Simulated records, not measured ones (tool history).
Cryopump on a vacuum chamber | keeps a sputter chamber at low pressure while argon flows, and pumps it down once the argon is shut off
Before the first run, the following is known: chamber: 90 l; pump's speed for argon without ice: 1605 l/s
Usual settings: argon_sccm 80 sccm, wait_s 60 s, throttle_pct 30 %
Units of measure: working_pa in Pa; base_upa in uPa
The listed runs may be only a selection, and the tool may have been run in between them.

run	hour	argon_sccm	wait_s	throttle_pct	working_pa	base_upa
1	0	80	60	30	0.2849	1.55
2	42.5	80	60	30	0.2858	1.53
3	82.1	80	60	30	0.2857	1.6
4	134.8	80	60	30	0.291	1.62
5	163.3	80	60	50	0.1784	1.61
6	212.1	80	60	50	0.182	1.69
7	237.3	80	60	30	0.2937	1.64
8	268.8	80	60	30	0.2981	1.69
9	304.9	80	60	30	0.2988	1.76
10	348.4	80	263	30	0.3051	0.83
11	380	68	78	19	0.3971	1.53
12	414.2	68	78	19	0.397	1.6
# hour 466.2: pump warmed up, emptied and cooled again
13	474.9	98	78	16	0.649	1.41
14	515.8	98	78	16	0.6533	1.43
15	551.1	98	78	16	0.6537	1.48
16	608.1	98	84	19	0.5527	1.45
17	637.5	98	84	19	0.5623	1.5

Forecast each of these 3 alternatives for the next run:
A	692.9	80	60	20	?	?
B	692.9	80	231	30	?	?
C	692.9	154	149	25	?	?

run	working_pa	base_upa
A	0.4357	1.91
B	0.2961	0.96
C	0.6728	1.18
With no hidden state in the tool, these same runs would have given:
run	working_pa	base_upa
A	0.4225	1.45
B	0.2829	0.51
C	0.6476	0.72

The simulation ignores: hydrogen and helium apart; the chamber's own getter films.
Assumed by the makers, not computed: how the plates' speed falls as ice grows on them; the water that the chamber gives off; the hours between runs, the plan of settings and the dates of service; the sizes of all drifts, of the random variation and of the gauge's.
